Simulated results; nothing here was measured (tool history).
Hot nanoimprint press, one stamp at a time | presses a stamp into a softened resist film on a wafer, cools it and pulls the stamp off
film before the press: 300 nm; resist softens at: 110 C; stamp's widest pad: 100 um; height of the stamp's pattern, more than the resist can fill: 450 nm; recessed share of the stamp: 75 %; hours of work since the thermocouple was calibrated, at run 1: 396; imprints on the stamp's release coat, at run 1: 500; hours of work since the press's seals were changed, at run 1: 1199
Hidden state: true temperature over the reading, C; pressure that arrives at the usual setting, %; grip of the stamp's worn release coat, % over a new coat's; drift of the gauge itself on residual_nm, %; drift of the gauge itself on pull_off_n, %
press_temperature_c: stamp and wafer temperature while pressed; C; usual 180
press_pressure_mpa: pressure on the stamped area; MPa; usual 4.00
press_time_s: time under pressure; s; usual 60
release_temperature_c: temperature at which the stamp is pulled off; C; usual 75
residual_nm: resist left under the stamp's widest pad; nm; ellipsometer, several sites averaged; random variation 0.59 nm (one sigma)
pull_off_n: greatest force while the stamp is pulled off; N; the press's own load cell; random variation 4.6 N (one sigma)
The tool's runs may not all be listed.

run   hour  press_temperature_c  press_pressure_mpa  press_time_s  release_temperature_c  hours of work since the thermocouple was calibrated  imprints on the stamp's release coat  hours of work since the press's seals were changed  residual_nm  pull_off_n
  1    0.0                  180                4.00            60                     75                                                  396                                   500                                                1199        138.6         270
  2   42.5                  180                4.00            60                     75                                                  418                                   631                                                1222        139.7         275
  3   78.5                  180                4.00            60                     75                                                  437                                   743                                                1241        139.6         293
  4  111.0                  180                4.00            60                     75                                                  455                                   843                                                1258        138.2         310
     172.9  -- press's hydraulic seals changed and the load cell set to zero
  5  178.3                  180                4.00            60                     75                                                  486                                  1027                                                   3        131.0         320
     209.9  -- plate thermocouple calibrated
     215.9  -- stamp cleaned and given a new release coat
  6  224.3                  180                4.29            60                     75                                                    4                                    26                                                  22        123.9         220
  7  256.4                  180                4.00            60                     75                                                   21                                   125                                                  39        129.2         234
  8  312.6                  180                4.00            60                     75                                                   51                                   299                                                  69        128.4         244
  9  351.4                  180                4.00            60                     75                                                   71                                   419                                                  89        129.4         260
 10  384.2                  172                4.00            60                     75                                                   89                                   521                                                 107        178.3         257
 11  438.5                  172                4.00            60                     75                                                  117                                   689                                                 135        177.4         290
 12  489.0                  172                4.00            60                     75                                                  144                                   845                                                 162        176.7         296
     545.0  -- plate thermocouple calibrated, once more
 13  551.6                  172                4.00            60                     61                                                    4                                  1029                                                 193        188.9         447
     585.2  -- stamp cleaned and given a new release coat
 14  615.1                  172                4.00            60                     61                                                   34                                    93                                                 223        187.2         330
 15  669.0                  182                4.00            60                     75                                                   62                                   260                                                 252        127.4         248
 16  725.9                  175                3.32            60                     75                                                   92                                   436                                                 282        182.8         269
 17  770.5                  175                3.32            60                     75                                                  116                                   574                                                 305        183.2         275
 18  822.0                  180                4.75            85                     75                                                  143                                   733                                                 332        110.7         303
 19  890.5                  180                4.75            85                     75                                                  179                                   945                                                 369        110.3         316
     948.1  -- stamp cleaned and given a new release coat
 20  948.1                  184                3.52            60                     75                                                  206                                     0                                                 396        125.1         226

3 ways to go on from here, each from the tool as it stands after run 20. What would each give?
  A  1003.3                  174                5.92            60                     80                                                  235                                   170                                                 425            ?           ?
  B  1003.3                  189                4.90            60                     73                                                  235                                   170                                                 425            ?           ?
  C  1003.3                  185                4.00            60                     61                                                  235                                   170                                                 425            ?           ?

run  residual_nm  pull_off_n
  A        141.4         205
  B         84.5         251
  C        110.6         319
Without the tool's hidden state the same runs would have given:
run  residual_nm  pull_off_n
  A        142.6         195
  B         85.1         238
  C        111.9         302

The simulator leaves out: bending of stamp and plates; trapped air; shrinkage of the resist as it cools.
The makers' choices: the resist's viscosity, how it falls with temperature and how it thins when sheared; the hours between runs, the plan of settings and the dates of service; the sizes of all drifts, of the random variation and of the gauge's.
